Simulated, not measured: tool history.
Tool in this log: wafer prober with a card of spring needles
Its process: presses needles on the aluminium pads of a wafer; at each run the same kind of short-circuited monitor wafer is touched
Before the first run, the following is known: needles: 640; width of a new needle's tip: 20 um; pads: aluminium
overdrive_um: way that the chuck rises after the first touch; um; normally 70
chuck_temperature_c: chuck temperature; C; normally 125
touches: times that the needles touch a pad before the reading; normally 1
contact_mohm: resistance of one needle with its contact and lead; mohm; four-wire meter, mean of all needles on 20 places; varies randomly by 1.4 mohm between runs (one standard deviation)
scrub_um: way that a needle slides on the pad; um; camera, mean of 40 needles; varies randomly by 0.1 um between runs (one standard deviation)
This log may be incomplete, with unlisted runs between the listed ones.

| run | hour | overdrive_um | chuck_temperature_c | touches | contact_mohm | scrub_um |
|---|---|---|---|---|---|---|
| 1 | 0.0 | 70 | 125 | 1 | 185 | 10.06 |
|  | 1.4 | tips cleaned on abrasive film |
|  | 4.6 | tips cleaned on abrasive film |
|  | 7.8 | tips cleaned on abrasive film |
|  | 10.4 | tips cleaned on abrasive film |
|  | 13.1 | tips cleaned on abrasive film |
|  | 15.7 | tips cleaned on abrasive film |
|  | 18.9 | tips cleaned on abrasive film |
| 2 | 21.2 | 70 | 77 | 1 | 252 | 8.74 |
|  | 21.9 | tips cleaned on abrasive film |
|  | 24.5 | tips cleaned on abrasive film |
|  | 27.1 | tips cleaned on abrasive film |
|  | 29.7 | tips cleaned on abrasive film |
|  | 33.0 | tips cleaned on abrasive film |
|  | 35.6 | tips cleaned on abrasive film |
|  | 38.8 | tips cleaned on abrasive film |
|  | 41.4 | tips cleaned on abrasive film |
| 3 | 42.9 | 70 | 77 | 1 | 227 | 8.69 |
|  | 44.2 | tips cleaned on abrasive film |
|  | 46.8 | tips cleaned on abrasive film |
|  | 49.5 | tips cleaned on abrasive film |
|  | 52.1 | tips cleaned on abrasive film |
|  | 54.7 | tips cleaned on abrasive film |
| 4 | 56.8 | 70 | 77 | 1 | 275 | 8.53 |
|  | 57.5 | tips cleaned on abrasive film |
|  | 57.8 | height of the first contact set anew |
|  | 60.4 | tips cleaned on abrasive film |
|  | 63.0 | tips cleaned on abrasive film |
|  | 66.3 | tips cleaned on abrasive film |
|  | 68.9 | tips cleaned on abrasive film |
|  | 71.5 | tips cleaned on abrasive film |
|  | 74.1 | tips cleaned on abrasive film |
|  | 74.8 | tips cleaned on abrasive film, once more |
|  | 77.4 | tips cleaned on abrasive film |
| 5 | 79.5 | 70 | 77 | 1 | 197 | 11.65 |
|  | 80.2 | tips cleaned on abrasive film |
|  | 83.4 | tips cleaned on abrasive film |
|  | 86.0 | tips cleaned on abrasive film |
|  | 88.6 | tips cleaned on abrasive film |
|  | 91.9 | tips cleaned on abrasive film |
| 6 | 93.8 | 70 | 77 | 1 | 196 | 11.40 |
|  | 94.5 | tips cleaned on abrasive film |
|  | 97.2 | tips cleaned on abrasive film |
|  | 99.8 | tips cleaned on abrasive film |
|  | 103.0 | tips cleaned on abrasive film |
|  | 105.6 | tips cleaned on abrasive film |
|  | 108.2 | tips cleaned on abrasive film |
|  | 110.8 | tips cleaned on abrasive film |
|  | 114.1 | tips cleaned on abrasive film |
|  | 116.7 | tips cleaned on abrasive film |
|  | 119.3 | tips cleaned on abrasive film |
| 7 | 120.5 | 70 | 77 | 1 | 186 | 11.18 |
|  | 122.5 | tips cleaned on abrasive film |
|  | 125.1 | tips cleaned on abrasive film |
|  | 127.7 | tips cleaned on abrasive film |
|  | 130.3 | tips cleaned on abrasive film |
|  | 132.9 | tips cleaned on abrasive film |
|  | 135.6 | tips cleaned on abrasive film |
|  | 138.2 | tips cleaned on abrasive film |
|  | 140.8 | tips cleaned on abrasive film |
|  | 143.4 | tips cleaned on abrasive film |
|  | 146.0 | tips cleaned on abrasive film |
| 8 | 146.7 | 70 | 77 | 1 | 162 | 11.19 |
|  | 148.7 | tips cleaned on abrasive film |
|  | 151.3 | tips cleaned on abrasive film |
|  | 153.9 | tips cleaned on abrasive film |
|  | 156.5 | tips cleaned on abrasive film |
|  | 159.2 | tips cleaned on abrasive film |
|  | 161.8 | tips cleaned on abrasive film |
|  | 164.4 | tips cleaned on abrasive film |
|  | 167.0 | tips cleaned on abrasive film |
|  | 169.6 | tips cleaned on abrasive film |
| 9 | 171.2 | 70 | 125 | 2 | 175 | 10.85 |
|  | 172.6 | tips cleaned on abrasive film |
|  | 175.8 | tips cleaned on abrasive film |
|  | 178.4 | tips cleaned on abrasive film |
|  | 181.0 | tips cleaned on abrasive film |
|  | 183.7 | tips cleaned on abrasive film |
|  | 186.3 | tips cleaned on abrasive film |
| 10 | 188.4 | 70 | 125 | 1 | 232 | 10.97 |
|  | 189.1 | tips cleaned on abrasive film |
|  | 191.7 | tips cleaned on abrasive film |
|  | 194.3 | tips cleaned on abrasive film |
|  | 196.9 | tips cleaned on abrasive film |
|  | 199.5 | tips cleaned on abrasive film |
|  | 202.2 | tips cleaned on abrasive film |
|  | 204.8 | tips cleaned on abrasive film |
|  | 207.4 | tips cleaned on abrasive film |
| 11 | 209.1 | 78 | 48 | 1 | 191 | 12.10 |
|  | 210.4 | tips cleaned on abrasive film |
|  | 213.7 | tips cleaned on abrasive film |
|  | 216.3 | tips cleaned on abrasive film |
|  | 218.9 | tips cleaned on abrasive film |
|  | 222.1 | tips cleaned on abrasive film |
|  | 225.4 | tips cleaned on abrasive film |
|  | 228.0 | tips cleaned on abrasive film |
|  | 230.6 | tips cleaned on abrasive film |
| 12 | 231.5 | 78 | 29 | 1 | 155 | 11.89 |
|  | 233.5 | tips cleaned on abrasive film |
|  | 236.1 | tips cleaned on abrasive film |
|  | 239.3 | tips cleaned on abrasive film |
|  | 241.9 | tips cleaned on abrasive film |
| 13 | 243.1 | 70 | 125 | 1 | 191 | 10.45 |
|  | 245.1 | tips cleaned on abrasive film |
|  | 247.7 | tips cleaned on abrasive film |
|  | 250.3 | tips cleaned on abrasive film |
|  | 252.9 | tips cleaned on abrasive film |
|  | 255.5 | tips cleaned on abrasive film |
|  | 258.1 | tips cleaned on abrasive film |
| 14 | 260.5 | 70 | 125 | 1 | 251 | 10.19 |
|  | 261.2 | tips cleaned on abrasive film |
|  | 264.5 | tips cleaned on abrasive film |
|  | 267.1 | tips cleaned on abrasive film |
|  | 270.3 | tips cleaned on abrasive film |
|  | 273.5 | tips cleaned on abrasive film |
|  | 276.8 | tips cleaned on abrasive film |
|  | 279.4 | tips cleaned on abrasive film |
| 15 | 280.3 | 70 | 29 | 2 | 160 | 10.34 |
|  | 282.2 | tips cleaned on abrasive film |
|  | 284.8 | tips cleaned on abrasive film |
|  | 287.5 | tips cleaned on abrasive film |
|  | 290.1 | tips cleaned on abrasive film |
|  | 292.7 | tips cleaned on abrasive film |
| 16 | 294.1 | 70 | 104 | 1 | 220 | 10.08 |
|  | 295.5 | tips cleaned on abrasive film |
|  | 298.1 | tips cleaned on abrasive film |
|  | 301.3 | tips cleaned on abrasive film |
|  | 303.9 | tips cleaned on abrasive film |
|  | 306.6 | tips cleaned on abrasive film |
|  | 309.8 | tips cleaned on abrasive film |
| 17 | 310.1 | 70 | 104 | 1 | 164 | 10.00 |
|  | 312.7 | tips cleaned on abrasive film |
|  | 315.3 | tips cleaned on abrasive film |
|  | 317.9 | tips cleaned on abrasive film |
|  | 320.5 | tips cleaned on abrasive film |
|  | 323.1 | tips cleaned on abrasive film |
|  | 325.7 | tips cleaned on abrasive film |
|  | 328.3 | tips cleaned on abrasive film |
|  | 331.0 | tips cleaned on abrasive film |
|  | 333.6 | tips cleaned on abrasive film |
|  | 336.2 | tips cleaned on abrasive film |
| 18 | 336.5 | 70 | 36 | 1 | 162 | 9.75 |
|  | 339.2 | tips cleaned on abrasive film |
|  | 341.8 | tips cleaned on abrasive film |
|  | 345.0 | tips cleaned on abrasive film |
|  | 347.6 | tips cleaned on abrasive film |
|  | 350.8 | tips cleaned on abrasive film |
| 19 | 353.1 | 52 | 72 | 1 | 471 | 6.73 |
|  | 353.9 | tips cleaned on abrasive film |
|  | 356.5 | tips cleaned on abrasive film |
|  | 359.7 | tips cleaned on abrasive film |
|  | 361.9 | height of the first contact set anew |
|  | 362.6 | tips cleaned on abrasive film |
|  | 365.2 | tips cleaned on abrasive film |
|  | 367.8 | tips cleaned on abrasive film |
|  | 370.4 | tips cleaned on abrasive film |
|  | 373.0 | tips cleaned on abrasive film |
|  | 375.7 | tips cleaned on abrasive film |
|  | 378.3 | tips cleaned on abrasive film |
| 20 | 379.5 | 67 | 72 | 2 | 170 | 11.19 |

Branching from run 20: 3 alternative next runs. What would each branch give?
|  | 380.9 | tips cleaned on abrasive film |
|  | 384.2 | tips cleaned on abrasive film |
|  | 386.8 | tips cleaned on abrasive film |
|  | 390.0 | tips cleaned on abrasive film |
|  | 392.6 | tips cleaned on abrasive film |
|  | 395.9 | tips cleaned on abrasive film |
|  | 399.1 | tips cleaned on abrasive film |
| A | 399.7 | 77 | 125 | 1 | ? | ? |
|  | 380.9 | tips cleaned on abrasive film |
|  | 384.2 | tips cleaned on abrasive film |
|  | 386.8 | tips cleaned on abrasive film |
|  | 390.0 | tips cleaned on abrasive film |
|  | 392.6 | tips cleaned on abrasive film |
|  | 395.9 | tips cleaned on abrasive film |
|  | 399.1 | tips cleaned on abrasive film |
| B | 399.7 | 51 | 32 | 1 | ? | ? |
|  | 380.9 | tips cleaned on abrasive film |
|  | 384.2 | tips cleaned on abrasive film |
|  | 386.8 | tips cleaned on abrasive film |
|  | 390.0 | tips cleaned on abrasive film |
|  | 392.6 | tips cleaned on abrasive film |
|  | 395.9 | tips cleaned on abrasive film |
|  | 399.1 | tips cleaned on abrasive film |
| C | 399.7 | 53 | 32 | 1 | ? | ? |

| run | contact_mohm | scrub_um |
|---|---|---|
| A | 163 | 12.74 |
| B | 203 | 8.23 |
| C | 198 | 8.91 |
Had the tool no hidden state, the same runs would have come out as:
| run | contact_mohm | scrub_um |
|---|---|---|
| A | 127 | 13.02 |
| B | 120 | 8.50 |
| C | 121 | 9.19 |

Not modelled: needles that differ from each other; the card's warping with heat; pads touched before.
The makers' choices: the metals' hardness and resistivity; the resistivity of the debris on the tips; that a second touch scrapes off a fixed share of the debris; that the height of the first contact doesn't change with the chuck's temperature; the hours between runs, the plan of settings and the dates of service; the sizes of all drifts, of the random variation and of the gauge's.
